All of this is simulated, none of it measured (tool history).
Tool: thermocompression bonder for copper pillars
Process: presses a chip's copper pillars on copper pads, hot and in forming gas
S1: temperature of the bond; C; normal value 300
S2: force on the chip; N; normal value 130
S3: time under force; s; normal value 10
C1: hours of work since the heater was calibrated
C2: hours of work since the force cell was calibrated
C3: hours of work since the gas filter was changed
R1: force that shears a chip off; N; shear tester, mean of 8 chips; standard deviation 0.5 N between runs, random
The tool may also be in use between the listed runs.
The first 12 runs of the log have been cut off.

| run | day | S1 | S2 | S3 | C1 | C2 | C3 | R1 |
|---|---|---|---|---|---|---|---|---|
| 13 | 8.775 | 290 | 130 | 11 | 546 | 593 | 56 | 45.0 |
| 14 | 9.179 | 300 | 130 | 22 | 552 | 599 | 62 | 67.8 |
| 15 | 9.771 | 306 | 130 | 10 | 561 | 608 | 71 | 56.2 |
| 16 | 10.279 | 300 | 130 | 7 | 568 | 616 | 79 | 43.9 |
| 17 | 10.788 | 300 | 130 | 7 | 576 | 624 | 86 | 44.1 |
| 18 | 11.279 | 285 | 130 | 10 | 583 | 631 | 94 | 39.1 |
| 19 | 11.733 | 285 | 130 | 10 | 590 | 638 | 101 | 39.2 |
| 20 | 12.471 | 285 | 130 | 10 | 601 | 649 | 112 | 39.2 |
| 21 | 13.212 | 290 | 130 | 10 | 613 | 660 | 123 | 42.2 |
| 22 | 13.933 | 290 | 130 | 10 | 623 | 671 | 134 | 41.9 |
| 23 | 14.604 | 290 | 130 | 10 | 634 | 681 | 144 | 42.0 |
| 24 | 15.583 | 290 | 130 | 10 | 648 | 696 | 159 | 42.6 |
| 25 | 16.192 | 290 | 130 | 10 | 658 | 705 | 168 | 42.2 |
| 26 | 17.054 | 292 | 89 | 15 | 671 | 718 | 181 | 36.8 |
| 27 | 17.500 | 276 | 130 | 12 | 677 | 725 | 188 | 34.6 |
|  | 17.967 | force cell calibrated |
| 28 | 18.546 | 276 | 130 | 12 | 692 | 9 | 203 | 31.7 |
| 29 | 19.083 | 276 | 130 | 12 | 700 | 17 | 211 | 32.0 |

Run 30 comes next. What will it give?
| 30 | 19.729 | 270 | 167 | 10 | 710 | 27 | 221 | ? |

R1: 33.0 N
Without the tool's hidden state the same run would have given R1 40.6 N.

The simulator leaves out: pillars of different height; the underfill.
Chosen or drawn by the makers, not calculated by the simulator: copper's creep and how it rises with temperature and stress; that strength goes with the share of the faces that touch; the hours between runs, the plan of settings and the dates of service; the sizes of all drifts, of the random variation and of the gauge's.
